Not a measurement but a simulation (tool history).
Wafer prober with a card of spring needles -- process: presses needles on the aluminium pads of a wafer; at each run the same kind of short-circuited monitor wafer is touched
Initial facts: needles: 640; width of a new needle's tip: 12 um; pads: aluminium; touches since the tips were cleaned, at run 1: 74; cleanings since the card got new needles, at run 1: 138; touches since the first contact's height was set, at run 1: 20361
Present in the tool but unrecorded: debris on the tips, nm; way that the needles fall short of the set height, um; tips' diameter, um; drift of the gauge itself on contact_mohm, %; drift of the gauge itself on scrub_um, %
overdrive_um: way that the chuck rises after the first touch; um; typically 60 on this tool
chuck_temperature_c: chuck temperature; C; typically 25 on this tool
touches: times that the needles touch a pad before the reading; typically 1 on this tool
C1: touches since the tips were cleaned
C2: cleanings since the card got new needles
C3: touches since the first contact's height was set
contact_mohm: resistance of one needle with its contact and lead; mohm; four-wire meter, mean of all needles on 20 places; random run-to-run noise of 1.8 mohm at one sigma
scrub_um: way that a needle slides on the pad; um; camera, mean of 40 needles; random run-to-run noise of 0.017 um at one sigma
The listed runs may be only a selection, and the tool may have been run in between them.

{"run": 1, "hour": 0.0, "overdrive_um": 60, "chuck_temperature_c": 25, "touches": 1, "C1": 74, "C2": 138, "C3": 20361, "contact_mohm": 229, "scrub_um": 9.8}
{"hour": 3.3, "done": "tips cleaned on abrasive film"}
{"hour": 7.5, "done": "tips cleaned on abrasive film"}
{"hour": 11.6, "done": "tips cleaned on abrasive film"}
{"hour": 14.9, "done": "tips cleaned on abrasive film"}
{"hour": 18.2, "done": "tips cleaned on abrasive film"}
{"hour": 22.4, "done": "tips cleaned on abrasive film"}
{"hour": 26.5, "done": "tips cleaned on abrasive film"}
{"hour": 30.6, "done": "tips cleaned on abrasive film"}
{"hour": 33.9, "done": "tips cleaned on abrasive film"}
{"run": 2, "hour": 34.7, "overdrive_um": 53, "chuck_temperature_c": 25, "touches": 1, "C1": 497, "C2": 147, "C3": 42191, "contact_mohm": 331, "scrub_um": 8.5}
{"hour": 38.0, "done": "tips cleaned on abrasive film"}
{"hour": 41.4, "done": "tips cleaned on abrasive film"}
{"hour": 44.7, "done": "tips cleaned on abrasive film"}
{"hour": 48.8, "done": "tips cleaned on abrasive film"}
{"hour": 52.1, "done": "tips cleaned on abrasive film"}
{"hour": 55.5, "done": "tips cleaned on abrasive film"}
{"hour": 59.5, "done": "tips cleaned on abrasive film"}
{"run": 3, "hour": 59.5, "overdrive_um": 53, "chuck_temperature_c": 25, "touches": 1, "C1": 0, "C2": 154, "C3": 57762, "contact_mohm": 240, "scrub_um": 8.43}
{"hour": 62.9, "done": "tips cleaned on abrasive film"}
{"hour": 67.0, "done": "tips cleaned on abrasive film"}
{"hour": 67.3, "done": "height of the first contact set anew"}
{"hour": 71.4, "done": "tips cleaned on abrasive film"}
{"hour": 74.7, "done": "tips cleaned on abrasive film"}
{"run": 4, "hour": 77.5, "overdrive_um": 43, "chuck_temperature_c": 25, "touches": 1, "C1": 1810, "C2": 158, "C3": 6491, "contact_mohm": 651, "scrub_um": 7.05}
{"hour": 78.5, "done": "tips cleaned on abrasive film"}
{"hour": 81.8, "done": "tips cleaned on abrasive film"}
{"hour": 85.1, "done": "tips cleaned on abrasive film"}
{"hour": 89.2, "done": "tips cleaned on abrasive film"}
{"hour": 92.6, "done": "tips cleaned on abrasive film"}
{"hour": 96.7, "done": "tips cleaned on abrasive film"}
{"hour": 100.8, "done": "tips cleaned on abrasive film"}
{"run": 5, "hour": 102.3, "overdrive_um": 60, "chuck_temperature_c": 25, "touches": 1, "C1": 980, "C2": 165, "C3": 22035, "contact_mohm": 360, "scrub_um": 9.76}
{"hour": 104.8, "done": "tips cleaned on abrasive film"}
{"hour": 108.2, "done": "tips cleaned on abrasive film"}
{"hour": 112.3, "done": "tips cleaned on abrasive film"}
{"hour": 115.6, "done": "tips cleaned on abrasive film"}
{"hour": 118.9, "done": "tips cleaned on abrasive film"}
{"run": 6, "hour": 120.6, "overdrive_um": 60, "chuck_temperature_c": 125, "touches": 1, "C1": 1085, "C2": 170, "C3": 33523, "contact_mohm": 370, "scrub_um": 9.7}
{"hour": 122.3, "done": "tips cleaned on abrasive film"}
{"hour": 125.7, "done": "tips cleaned on abrasive film"}
{"hour": 129.0, "done": "tips cleaned on abrasive film"}
{"hour": 132.3, "done": "tips cleaned on abrasive film"}
{"hour": 136.4, "done": "tips cleaned on abrasive film"}
{"hour": 139.8, "done": "tips cleaned on abrasive film"}
{"hour": 143.9, "done": "tips cleaned on abrasive film"}
{"hour": 147.2, "done": "tips cleaned on abrasive film"}
{"hour": 150.5, "done": "tips cleaned on abrasive film"}
{"run": 7, "hour": 153.0, "overdrive_um": 60, "chuck_temperature_c": 125, "touches": 1, "C1": 1568, "C2": 179, "C3": 53819, "contact_mohm": 447, "scrub_um": 9.59}
{"hour": 153.9, "done": "tips cleaned on abrasive film"}
{"hour": 157.2, "done": "tips cleaned on abrasive film"}
{"hour": 161.3, "done": "tips cleaned on abrasive film"}
{"hour": 165.5, "done": "tips cleaned on abrasive film"}
{"hour": 177.5, "done": "card fitted with new needles"}
{"hour": 181.6, "done": "tips cleaned on abrasive film"}
{"hour": 185.7, "done": "tips cleaned on abrasive film"}
{"hour": 189.0, "done": "tips cleaned on abrasive film"}
{"hour": 192.5, "done": "tips cleaned on abrasive film"}
{"run": 8, "hour": 192.5, "overdrive_um": 60, "chuck_temperature_c": 77, "touches": 1, "C1": 0, "C2": 4, "C3": 9424, "contact_mohm": 211, "scrub_um": 9.85}
{"hour": 195.8, "done": "tips cleaned on abrasive film"}
{"hour": 199.1, "done": "tips cleaned on abrasive film"}
{"hour": 202.4, "done": "tips cleaned on abrasive film"}
{"hour": 205.8, "done": "tips cleaned on abrasive film"}
{"hour": 209.9, "done": "tips cleaned on abrasive film"}
{"hour": 214.0, "done": "tips cleaned on abrasive film"}
{"hour": 217.3, "done": "tips cleaned on abrasive film"}
{"hour": 221.5, "done": "tips cleaned on abrasive film"}
{"run": 9, "hour": 222.4, "overdrive_um": 60, "chuck_temperature_c": 77, "touches": 1, "C1": 581, "C2": 12, "C3": 28215, "contact_mohm": 269, "scrub_um": 9.74}
{"hour": 224.9, "done": "tips cleaned on abrasive film"}
{"hour": 228.2, "done": "tips cleaned on abrasive film"}
{"hour": 232.4, "done": "tips cleaned on abrasive film"}
{"hour": 236.5, "done": "tips cleaned on abrasive film"}
{"hour": 239.8, "done": "tips cleaned on abrasive film"}
{"hour": 243.1, "done": "tips cleaned on abrasive film"}
{"hour": 247.3, "done": "tips cleaned on abrasive film"}
{"hour": 251.4, "done": "tips cleaned on abrasive film"}
{"run": 10, "hour": 252.7, "overdrive_um": 60, "chuck_temperature_c": 77, "touches": 1, "C1": 846, "C2": 20, "C3": 47272, "contact_mohm": 293, "scrub_um": 9.66}
{"hour": 255.2, "done": "tips cleaned on abrasive film"}
{"hour": 259.3, "done": "tips cleaned on abrasive film"}
{"hour": 262.7, "done": "tips cleaned on abrasive film"}
{"hour": 266.8, "done": "tips cleaned on abrasive film"}
{"hour": 270.9, "done": "tips cleaned on abrasive film"}
{"run": 11, "hour": 273.0, "overdrive_um": 60, "chuck_temperature_c": 25, "touches": 1, "C1": 1350, "C2": 25, "C3": 60066, "contact_mohm": 341, "scrub_um": 9.6}
{"hour": 274.7, "done": "tips cleaned on abrasive film"}
{"hour": 277.4, "done": "height of the first contact set anew"}
{"hour": 278.4, "done": "tips cleaned on abrasive film"}
{"hour": 281.7, "done": "tips cleaned on abrasive film"}
{"hour": 285.8, "done": "tips cleaned on abrasive film"}
{"hour": 289.1, "done": "tips cleaned on abrasive film"}
{"hour": 292.5, "done": "tips cleaned on abrasive film"}
{"hour": 296.6, "done": "tips cleaned on abrasive film"}
{"hour": 300.7, "done": "tips cleaned on abrasive film"}
{"run": 12, "hour": 301.8, "overdrive_um": 42, "chuck_temperature_c": 122, "touches": 1, "C1": 703, "C2": 33, "C3": 15267, "contact_mohm": 368, "scrub_um": 6.84}
{"hour": 304.3, "done": "tips cleaned on abrasive film"}
{"hour": 307.6, "done": "tips cleaned on abrasive film"}
{"hour": 311.0, "done": "tips cleaned on abrasive film"}
{"hour": 315.1, "done": "tips cleaned on abrasive film"}
{"hour": 318.4, "done": "tips cleaned on abrasive film"}
{"hour": 322.5, "done": "tips cleaned on abrasive film"}
{"hour": 325.9, "done": "tips cleaned on abrasive film"}
{"hour": 329.2, "done": "tips cleaned on abrasive film"}
{"hour": 333.3, "done": "tips cleaned on abrasive film"}
{"run": 13, "hour": 334.4, "overdrive_um": 42, "chuck_temperature_c": 122, "touches": 1, "C1": 694, "C2": 42, "C3": 35728, "contact_mohm": 394, "scrub_um": 6.74}
{"hour": 336.9, "done": "tips cleaned on abrasive film"}
{"hour": 341.0, "done": "tips cleaned on abrasive film"}
{"hour": 344.4, "done": "tips cleaned on abrasive film"}
{"hour": 348.5, "done": "tips cleaned on abrasive film"}
{"hour": 351.8, "done": "tips cleaned on abrasive film"}
{"hour": 355.1, "done": "tips cleaned on abrasive film"}
{"run": 14, "hour": 356.0, "overdrive_um": 42, "chuck_temperature_c": 122, "touches": 1, "C1": 577, "C2": 48, "C3": 49312, "contact_mohm": 344, "scrub_um": 6.66}
{"hour": 358.6, "done": "tips cleaned on abrasive film"}
{"hour": 361.9, "done": "tips cleaned on abrasive film"}
{"hour": 366.0, "done": "tips cleaned on abrasive film"}
{"hour": 369.3, "done": "tips cleaned on abrasive film"}
{"hour": 373.5, "done": "tips cleaned on abrasive film"}
{"hour": 376.8, "done": "tips cleaned on abrasive film"}
{"hour": 377.1, "done": "height of the first contact set anew"}
{"hour": 380.4, "done": "tips cleaned on abrasive film"}
{"hour": 383.7, "done": "tips cleaned on abrasive film"}
{"hour": 387.9, "done": "tips cleaned on abrasive film"}
{"run": 15, "hour": 388.6, "overdrive_um": 68, "chuck_temperature_c": 64, "touches": 2, "C1": 448, "C2": 57, "C3": 7210, "contact_mohm": 232, "scrub_um": 11.15}
{"hour": 391.9, "done": "tips cleaned on abrasive film"}
{"hour": 396.0, "done": "tips cleaned on abrasive film"}
{"hour": 399.3, "done": "tips cleaned on abrasive film"}
{"hour": 402.6, "done": "tips cleaned on abrasive film"}
{"run": 16, "hour": 404.6, "overdrive_um": 76, "chuck_temperature_c": 64, "touches": 1, "C1": 1262, "C2": 61, "C3": 17314, "contact_mohm": 278, "scrub_um": 12.45}
{"hour": 406.3, "done": "tips cleaned on abrasive film"}
{"hour": 409.6, "done": "tips cleaned on abrasive film"}
{"hour": 413.8, "done": "tips cleaned on abrasive film"}
{"hour": 417.9, "done": "tips cleaned on abrasive film"}
{"hour": 421.2, "done": "tips cleaned on abrasive film"}
{"hour": 425.4, "done": "tips cleaned on abrasive film"}
{"hour": 429.5, "done": "tips cleaned on abrasive film"}
{"hour": 432.8, "done": "tips cleaned on abrasive film"}
{"hour": 436.1, "done": "tips cleaned on abrasive film"}
{"run": 17, "hour": 437.4, "overdrive_um": 41, "chuck_temperature_c": 25, "touches": 2, "C1": 852, "C2": 70, "C3": 37933, "contact_mohm": 343, "scrub_um": 6.55}
{"hour": 440.0, "done": "tips cleaned on abrasive film"}
{"hour": 443.3, "done": "tips cleaned on abrasive film"}
{"hour": 446.6, "done": "tips cleaned on abrasive film"}
{"hour": 450.7, "done": "tips cleaned on abrasive film"}
{"hour": 454.1, "done": "tips cleaned on abrasive film"}
{"hour": 458.2, "done": "tips cleaned on abrasive film"}
{"hour": 462.3, "done": "tips cleaned on abrasive film"}
{"hour": 465.6, "done": "tips cleaned on abrasive film"}
{"hour": 469.8, "done": "tips cleaned on abrasive film"}
{"run": 18, "hour": 470.1, "overdrive_um": 41, "chuck_temperature_c": 25, "touches": 2, "C1": 191, "C2": 79, "C3": 58410, "contact_mohm": 271, "scrub_um": 6.46}
{"hour": 473.4, "done": "tips cleaned on abrasive film"}
{"hour": 476.9, "done": "height of the first contact set anew"}
{"hour": 477.8, "done": "tips cleaned on abrasive film"}
{"hour": 481.1, "done": "tips cleaned on abrasive film"}
{"hour": 485.3, "done": "tips cleaned on abrasive film"}
{"hour": 489.4, "done": "tips cleaned on abrasive film"}
{"hour": 492.7, "done": "tips cleaned on abrasive film"}
{"hour": 496.9, "done": "tips cleaned on abrasive film"}
{"hour": 501.0, "done": "tips cleaned on abrasive film"}
{"run": 19, "hour": 503.7, "overdrive_um": 77, "chuck_temperature_c": 25, "touches": 1, "C1": 1760, "C2": 87, "C3": 16845, "contact_mohm": 323, "scrub_um": 12.57}

Here are 3 independent what-if runs from the current tool condition. What would each one return?
{"hour": 504.6, "done": "tips cleaned on abrasive film"}
{"hour": 507.9, "done": "tips cleaned on abrasive film"}
{"hour": 511.3, "done": "tips cleaned on abrasive film"}
{"hour": 514.6, "done": "tips cleaned on abrasive film"}
{"hour": 518.7, "done": "tips cleaned on abrasive film"}
{"hour": 522.0, "done": "tips cleaned on abrasive film"}
{"run": "A", "hour": 523.9, "overdrive_um": 48, "chuck_temperature_c": 25, "touches": 1, "C1": 1195, "C2": 93, "C3": 29483, "contact_mohm": "?", "scrub_um": "?"}
{"hour": 504.6, "done": "tips cleaned on abrasive film"}
{"hour": 507.9, "done": "tips cleaned on abrasive film"}
{"hour": 511.3, "done": "tips cleaned on abrasive film"}
{"hour": 514.6, "done": "tips cleaned on abrasive film"}
{"hour": 518.7, "done": "tips cleaned on abrasive film"}
{"hour": 522.0, "done": "tips cleaned on abrasive film"}
{"run": "B", "hour": 523.9, "overdrive_um": 55, "chuck_temperature_c": 34, "touches": 1, "C1": 1195, "C2": 93, "C3": 29483, "contact_mohm": "?", "scrub_um": "?"}
{"hour": 504.6, "done": "tips cleaned on abrasive film"}
{"hour": 507.9, "done": "tips cleaned on abrasive film"}
{"hour": 511.3, "done": "tips cleaned on abrasive film"}
{"hour": 514.6, "done": "tips cleaned on abrasive film"}
{"hour": 518.7, "done": "tips cleaned on abrasive film"}
{"hour": 522.0, "done": "tips cleaned on abrasive film"}
{"run": "C", "hour": 523.9, "overdrive_um": 67, "chuck_temperature_c": 44, "touches": 1, "C1": 1195, "C2": 93, "C3": 29483, "contact_mohm": "?", "scrub_um": "?"}

run=A contact_mohm=433 scrub_um=7.75
run=B contact_mohm=376 scrub_um=8.92
run=C contact_mohm=317 scrub_um=10.88
Take away the tool's hidden state, keep each run's random variation, and the runs would have read:
run=A contact_mohm=190 scrub_um=7.89
run=B contact_mohm=190 scrub_um=9.06
run=C contact_mohm=189 scrub_um=11.03
